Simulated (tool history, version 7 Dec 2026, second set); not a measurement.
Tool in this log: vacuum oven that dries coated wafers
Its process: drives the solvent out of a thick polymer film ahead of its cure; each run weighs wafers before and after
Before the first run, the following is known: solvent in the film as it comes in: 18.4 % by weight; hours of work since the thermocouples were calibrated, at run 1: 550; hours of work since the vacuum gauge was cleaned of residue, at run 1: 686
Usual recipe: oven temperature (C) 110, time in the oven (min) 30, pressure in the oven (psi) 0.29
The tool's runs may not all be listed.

run	day	oven temperature (C)	time in the oven (min)	pressure in the oven (psi)	hours of work since the thermocouples were calibrated	hours of work since the vacuum gauge was cleaned of residue	solvent left in the film (%)
1	0	110	30	0.29	550	686	3.16
2	1.646	110	30	0.29	567	703	3.08
3	2.471	110	30	0.29	576	712	3.13
4	3.512	110	30	0.29	587	723	3.1
5	4.425	110	30	0.29	596	732	2.99
6	5.196	110	30	0.29	604	740	3.07
7	6.171	110	30	0.29	615	751	3.09
8	7.446	110	30	0.334	628	764	3.23
9	8.708	110	20	0.334	641	777	5.12
10	9.683	110	30	0.22	651	788	2.9
11	10.75	110	30	0.22	663	799	2.92
12	11.8	113	30	0.27	674	810	2.43
13	12.571	117	25	0.716	682	818	3.06
14	13.329	121	27	0.703	690	826	2.21
15	14.867	115	17	0.703	706	842	5.09
16	16.604	124	17	0.148	724	860	2.24
17	17.738	110	30	0.149	736	872	2.78
18	18.608	110	30	0.149	745	881	2.68
19	19.854	109	35	0.29	758	894	2.68
20	20.908	110	37	0.29	769	905	2.3

Selected run-to-run steps in solvent left in the film (%), each split into two signed amounts: the part the tool would show with no hidden state at all (from settings, incoming material and random variation), and the remainder, which goes to the hidden state together with any gauge scatter not common to the measured and the hidden-state-free results:
What the log doesn't record here: true wafer temperature over the reading, C; true pressure over the reading, kPa; drift of the gauge itself on solvent_pct, %.
Run 14 -> 15: oven temperature (C) 121 -> 115, time in the oven (min) 27 -> 17. solvent left in the film (%) +2.88: hidden state -0.26, all else +3.14.
Run 15 -> 16: oven temperature (C) 115 -> 124, pressure in the oven (psi) 0.703 -> 0.148. solvent left in the film (%) -2.85: hidden state +0.16, all else -3.01.
